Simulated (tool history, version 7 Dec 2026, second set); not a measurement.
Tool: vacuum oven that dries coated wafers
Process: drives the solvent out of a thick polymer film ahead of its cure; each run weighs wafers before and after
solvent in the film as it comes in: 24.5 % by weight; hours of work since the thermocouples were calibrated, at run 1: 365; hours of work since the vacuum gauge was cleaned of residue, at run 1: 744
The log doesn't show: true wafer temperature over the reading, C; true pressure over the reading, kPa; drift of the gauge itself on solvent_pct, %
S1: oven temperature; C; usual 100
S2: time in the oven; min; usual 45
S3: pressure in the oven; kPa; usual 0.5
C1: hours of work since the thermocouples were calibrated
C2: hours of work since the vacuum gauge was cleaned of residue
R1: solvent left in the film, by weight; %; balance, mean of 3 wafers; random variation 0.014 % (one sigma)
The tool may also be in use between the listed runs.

run,hour,S1,S2,S3,C1,C2,R1
1,0,100,45,0.5,365,744,2.49
2,24.2,100,45,0.5,379,757,2.49
3,56.3,100,45,0.5,397,776,2.49
4,103.8,105,45,0.5,425,803,1.53
5,145.1,105,45,0.5,448,826,1.54
6,168.7,105,45,0.5,462,840,1.53
7,209.2,114,45,0.5,485,863,0.59
8,239.7,88,69,1.192,502,880,4.07
9,266.1,90,69,1.192,517,896,3.49
10,290.3,90,43,0.352,531,909,5.61
11,317.1,107,45,0.5,546,925,1.25
12,343,107,45,0.5,561,939,1.23

Hidden state or all else? Some run-to-run changes of R1, split into what the settings, what came in and random variation would give without the hidden state, and what is left for the hidden state (with any gauge scatter that isn't in both results):
Run 7 -> 8: S1 114 -> 88, S2 45 -> 69, S3 0.5 -> 1.192. R1 +3.48 %: hidden state +0.1, all else +3.38.
Run 10 -> 11: S1 90 -> 107, S2 43 -> 45, S3 0.352 -> 0.5. R1 -4.36 %: hidden state -0.02, all else -4.34.

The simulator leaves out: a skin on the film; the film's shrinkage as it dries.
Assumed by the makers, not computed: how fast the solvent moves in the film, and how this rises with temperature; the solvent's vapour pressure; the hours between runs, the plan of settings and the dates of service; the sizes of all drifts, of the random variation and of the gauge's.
